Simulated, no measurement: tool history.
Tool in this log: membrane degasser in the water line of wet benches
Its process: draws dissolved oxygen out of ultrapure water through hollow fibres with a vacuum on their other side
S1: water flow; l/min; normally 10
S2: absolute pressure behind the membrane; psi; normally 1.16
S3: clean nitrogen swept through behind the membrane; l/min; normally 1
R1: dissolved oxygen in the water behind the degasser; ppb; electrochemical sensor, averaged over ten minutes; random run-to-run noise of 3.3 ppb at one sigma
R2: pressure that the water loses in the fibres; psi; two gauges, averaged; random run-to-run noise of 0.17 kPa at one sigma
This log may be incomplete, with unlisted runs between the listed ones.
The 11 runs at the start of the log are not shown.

{"run": 12, "day": 17.092, "S1": 10, "S2": 1.201, "S3": 1, "R1": 358.2, "R2": 3.904}
{"run": 13, "day": 18.858, "S1": 10, "S2": 1.16, "S3": 1, "R1": 353.7, "R2": 3.906}
{"run": 14, "day": 20.042, "S1": 10, "S2": 1.16, "S3": 1, "R1": 361.4, "R2": 3.909}
{"run": 15, "day": 21.067, "S1": 10, "S2": 1.16, "S3": 1, "R1": 354, "R2": 3.915}
{"run": 16, "day": 22.988, "S1": 10, "S2": 1.16, "S3": 1, "R1": 353.7, "R2": 3.957}
{"run": 17, "day": 24.35, "S1": 10, "S2": 1.16, "S3": 1, "R1": 363.4, "R2": 3.946}
{"run": 18, "day": 26.075, "S1": 8, "S2": 0.963, "S3": 0.97, "R1": 224.2, "R2": 3.149}
{"run": 19, "day": 27.262, "S1": 6, "S2": 1.548, "S3": 1, "R1": 188.7, "R2": 2.341}
{"run": 20, "day": 29.462, "S1": 8, "S2": 1.352, "S3": 1, "R1": 269.2, "R2": 3.127}
{"run": 21, "day": 31.25, "S1": 8, "S2": 1.352, "S3": 1, "R1": 271.4, "R2": 3.115}
{"run": 22, "day": 32.929, "S1": 8, "S2": 1.352, "S3": 1, "R1": 274.4, "R2": 3.169}
{"run": 23, "day": 33.829, "S1": 8, "S2": 1.352, "S3": 1, "R1": 278.5, "R2": 3.14}
{"run": 24, "day": 35.917, "S1": 10, "S2": 2.766, "S3": 2.75, "R1": 381.8, "R2": 3.903}
{"run": 25, "day": 36.962, "S1": 10, "S2": 2.766, "S3": 2.75, "R1": 388.7, "R2": 3.909}
{"run": 26, "day": 37.879, "S1": 10, "S2": 0.77, "S3": 2.62, "R1": 257, "R2": 3.955}
{"run": 27, "day": 39.308, "S1": 10, "S2": 0.77, "S3": 2.62, "R1": 260.4, "R2": 3.977}
{"run": 28, "day": 40.225, "S1": 10, "S2": 0.77, "S3": 2.62, "R1": 264.6, "R2": 3.952}
{"run": 29, "day": 41.779, "S1": 15, "S2": 2.245, "S3": 1.2, "R1": 831.4, "R2": 5.884}
{"run": 30, "day": 42.883, "S1": 15, "S2": 2.482, "S3": 0.78, "R1": 1043.2, "R2": 5.867}
{"run": 31, "day": 44.667, "S1": 7, "S2": 1.16, "S3": 0.57, "R1": 267.5, "R2": 2.743}
{"run": 32, "day": 46.35, "S1": 7, "S2": 1.16, "S3": 0.57, "R1": 266.2, "R2": 2.78}

Branching from run 32: 3 alternative next runs. What would each branch give?
{"run": "A", "day": 48.412, "S1": 11, "S2": 2.718, "S3": 0.57, "R1": "?", "R2": "?"}
{"run": "B", "day": 48.412, "S1": 7, "S2": 1.16, "S3": 0.87, "R1": "?", "R2": "?"}
{"run": "C", "day": 48.412, "S1": 9, "S2": 1.727, "S3": 2.23, "R1": "?", "R2": "?"}

run=A R1=913.3 R2=4.384
run=B R1=214.1 R2=2.757
run=C R1=279.6 R2=3.546
With no hidden state in the tool, these same runs would have given:
run=A R1=852.9 R2=4.302
run=B R1=185.5 R2=2.705
run=C R1=254.5 R2=3.479
